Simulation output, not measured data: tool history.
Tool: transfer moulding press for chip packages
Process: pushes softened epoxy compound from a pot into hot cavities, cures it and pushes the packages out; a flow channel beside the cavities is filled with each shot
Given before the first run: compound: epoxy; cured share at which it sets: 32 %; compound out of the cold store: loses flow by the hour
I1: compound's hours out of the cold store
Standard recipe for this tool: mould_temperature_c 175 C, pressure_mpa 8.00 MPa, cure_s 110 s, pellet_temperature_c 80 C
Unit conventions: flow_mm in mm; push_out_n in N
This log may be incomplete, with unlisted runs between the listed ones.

run 1 hour=0.0 | mould_temperature_c=175 pressure_mpa=8.00 cure_s=110 pellet_temperature_c=80 | I1=30.0 | flow_mm=656 push_out_n=341
run 2 hour=7.9 | mould_temperature_c=175 pressure_mpa=8.00 cure_s=110 pellet_temperature_c=80 | I1=25.8 | flow_mm=673 push_out_n=375
run 3 hour=14.1 | mould_temperature_c=175 pressure_mpa=8.00 cure_s=110 pellet_temperature_c=80 | I1=18.2 | flow_mm=697 push_out_n=406
run 4 hour=19.6 | mould_temperature_c=175 pressure_mpa=8.00 cure_s=110 pellet_temperature_c=80 | I1=24.2 | flow_mm=682 push_out_n=383
run 5 hour=31.4 | mould_temperature_c=175 pressure_mpa=8.00 cure_s=110 pellet_temperature_c=80 | I1=17.2 | flow_mm=704 push_out_n=400
run 6 hour=36.9 | mould_temperature_c=175 pressure_mpa=8.00 cure_s=110 pellet_temperature_c=80 | I1=35.7 | flow_mm=635 push_out_n=390
-- hour=42.1 cavities cleaned with cleaning compound and waxed
run 7 hour=46.2 | mould_temperature_c=169 pressure_mpa=8.00 cure_s=110 pellet_temperature_c=80 | I1=30.6 | flow_mm=671 push_out_n=377
run 8 hour=51.2 | mould_temperature_c=169 pressure_mpa=8.00 cure_s=110 pellet_temperature_c=80 | I1=34.3 | flow_mm=655 push_out_n=391
-- hour=54.0 mould's thermocouples calibrated
run 9 hour=58.4 | mould_temperature_c=175 pressure_mpa=8.00 cure_s=110 pellet_temperature_c=80 | I1=20.7 | flow_mm=686 push_out_n=313
run 10 hour=66.3 | mould_temperature_c=175 pressure_mpa=8.00 cure_s=110 pellet_temperature_c=80 | I1=46.5 | flow_mm=596 push_out_n=321
run 11 hour=74.3 | mould_temperature_c=175 pressure_mpa=8.00 cure_s=110 pellet_temperature_c=80 | I1=32.1 | flow_mm=638 push_out_n=347
-- hour=80.6 mould's thermocouples calibrated, once more
run 12 hour=88.0 | mould_temperature_c=175 pressure_mpa=8.00 cure_s=110 pellet_temperature_c=80 | I1=38.0 | flow_mm=620 push_out_n=358
run 13 hour=93.6 | mould_temperature_c=175 pressure_mpa=8.00 cure_s=110 pellet_temperature_c=80 | I1=8.2 | flow_mm=736 push_out_n=367
run 14 hour=102.0 | mould_temperature_c=175 pressure_mpa=8.00 cure_s=110 pellet_temperature_c=80 | I1=13.6 | flow_mm=713 push_out_n=376
run 15 hour=111.3 | mould_temperature_c=175 pressure_mpa=8.00 cure_s=110 pellet_temperature_c=80 | I1=26.2 | flow_mm=658 push_out_n=381
run 16 hour=117.3 | mould_temperature_c=172 pressure_mpa=8.00 cure_s=110 pellet_temperature_c=80 | I1=46.9 | flow_mm=591 push_out_n=426
run 17 hour=123.9 | mould_temperature_c=172 pressure_mpa=8.00 cure_s=110 pellet_temperature_c=82 | I1=21.9 | flow_mm=685 push_out_n=451
-- hour=128.0 cavities cleaned with cleaning compound and waxed
run 18 hour=135.7 | mould_temperature_c=172 pressure_mpa=8.00 cure_s=110 pellet_temperature_c=82 | I1=26.4 | flow_mm=667 push_out_n=333
run 19 hour=142.1 | mould_temperature_c=172 pressure_mpa=8.00 cure_s=104 pellet_temperature_c=73 | I1=29.0 | flow_mm=653 push_out_n=371
run 20 hour=149.4 | mould_temperature_c=179 pressure_mpa=8.00 cure_s=110 pellet_temperature_c=80 | I1=12.1 | flow_mm=697 push_out_n=308
run 21 hour=158.1 | mould_temperature_c=181 pressure_mpa=6.87 cure_s=137 pellet_temperature_c=87 | I1=45.6 | flow_mm=531 push_out_n=309
run 22 hour=165.4 | mould_temperature_c=169 pressure_mpa=9.80 cure_s=110 pellet_temperature_c=78 | I1=21.7 | flow_mm=761 push_out_n=470
run 23 hour=173.3 | mould_temperature_c=169 pressure_mpa=9.19 cure_s=118 pellet_temperature_c=85 | I1=20.3 | flow_mm=744 push_out_n=428
run 24 hour=183.8 | mould_temperature_c=177 pressure_mpa=9.43 cure_s=113 pellet_temperature_c=80 | I1=46.4 | flow_mm=628 push_out_n=349
run 25 hour=193.8 | mould_temperature_c=177 pressure_mpa=9.43 cure_s=113 pellet_temperature_c=80 | I1=17.8 | flow_mm=740 push_out_n=373
run 26 hour=199.3 | mould_temperature_c=175 pressure_mpa=8.00 cure_s=109 pellet_temperature_c=72 | I1=14.4 | flow_mm=697 push_out_n=403
run 27 hour=206.3 | mould_temperature_c=175 pressure_mpa=8.00 cure_s=109 pellet_temperature_c=72 | I1=9.7 | flow_mm=720 push_out_n=407
-- hour=210.0 cavities cleaned with cleaning compound and waxed
run 28 hour=212.8 | mould_temperature_c=175 pressure_mpa=8.00 cure_s=109 pellet_temperature_c=72 | I1=13.9 | flow_mm=697 push_out_n=288

The logged runs with the hidden state left out (each run's random variation unchanged):
Hidden state present: true mould temperature over the reading, C; pressure that reaches the compound, % of what is set; grip of the stained cavities, % over clean ones'; drift of the gauge itself on flow_mm, %; drift of the gauge itself on push_out_n, %.
run=1 flow_mm=672 push_out_n=246
run=2 flow_mm=691 push_out_n=267
run=3 flow_mm=716 push_out_n=286
run=4 flow_mm=701 push_out_n=267
run=5 flow_mm=726 push_out_n=272
run=6 flow_mm=655 push_out_n=265
run=7 flow_mm=693 push_out_n=349
run=8 flow_mm=677 push_out_n=343
run=9 flow_mm=709 push_out_n=264
run=10 flow_mm=617 push_out_n=255
run=11 flow_mm=662 push_out_n=263
run=12 flow_mm=645 push_out_n=264
run=13 flow_mm=767 push_out_n=263
run=14 flow_mm=744 push_out_n=266
run=15 flow_mm=688 push_out_n=263
run=16 flow_mm=619 push_out_n=294
run=17 flow_mm=718 push_out_n=310
run=18 flow_mm=701 push_out_n=304
run=19 flow_mm=686 push_out_n=318
run=20 flow_mm=733 push_out_n=248
run=21 flow_mm=560 push_out_n=236
run=22 flow_mm=804 push_out_n=352
run=23 flow_mm=787 push_out_n=312
run=24 flow_mm=665 push_out_n=246
run=25 flow_mm=785 push_out_n=258
run=26 flow_mm=740 push_out_n=278
run=27 flow_mm=765 push_out_n=277
run=28 flow_mm=742 push_out_n=276
